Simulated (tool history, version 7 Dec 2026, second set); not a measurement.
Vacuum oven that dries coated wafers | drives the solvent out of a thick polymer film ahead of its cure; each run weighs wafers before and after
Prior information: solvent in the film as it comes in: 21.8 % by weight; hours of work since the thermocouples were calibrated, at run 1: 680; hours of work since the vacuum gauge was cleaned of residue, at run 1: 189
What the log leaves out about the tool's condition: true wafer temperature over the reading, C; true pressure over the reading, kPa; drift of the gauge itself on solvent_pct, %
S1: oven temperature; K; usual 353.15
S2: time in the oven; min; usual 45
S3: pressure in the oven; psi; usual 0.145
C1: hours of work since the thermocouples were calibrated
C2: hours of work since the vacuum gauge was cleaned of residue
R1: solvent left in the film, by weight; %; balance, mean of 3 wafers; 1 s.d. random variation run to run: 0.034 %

run,day,S1,S2,S3,C1,C2,R1
1,0,353.15,45,0.145,680,189,3.97
2,0.442,353.15,45,0.145,687,196,3.92
3,0.85,353.15,45,0.145,693,202,3.82
4,1.433,353.15,45,0.145,702,211,3.87
5,1.725,353.15,24,0.145,707,216,7.72
6,2.008,353.15,24,0.145,711,220,7.82
7,2.4,353.15,24,0.57,717,226,8.87
8,2.733,353.15,45,0.145,723,231,3.93
9,3.338,353.15,24,0.145,732,241,7.7
10,3.612,353.15,45,0.145,736,245,3.95
11,4.058,353.15,45,0.145,743,252,3.89
12,4.554,350.15,26,0.484,751,260,9.58
13,5.012,342.15,25,0.389,758,267,13.27
14,5.35,342.15,25,0.392,764,272,13.39
15,5.925,342.15,25,0.392,773,281,13.39
16,6.312,342.15,25,0.392,779,288,13.3
17,6.929,363.15,25,0.453,788,297,3.52
18,7.454,350.15,45,0.145,797,305,5.38
19,8.008,353.15,33,0.207,805,314,5.97
20,8.5,353.15,33,0.225,813,322,6.06

4 ways to go on from here, each from the tool as it stands after run 20. What would each give?
A,8.879,353.15,45,0.408,819,328,?
B,8.879,367.15,56,0.145,819,328,?
C,8.879,353.15,66,0.145,819,328,?
D,8.879,347.15,75,0.149,819,328,?

run,R1
A,4.77
B,0.35
C,2.14
D,3.94
What these runs would have given with no unlogged condition in the tool:
run,R1
A,4.78
B,0.35
C,2.15
D,3.95
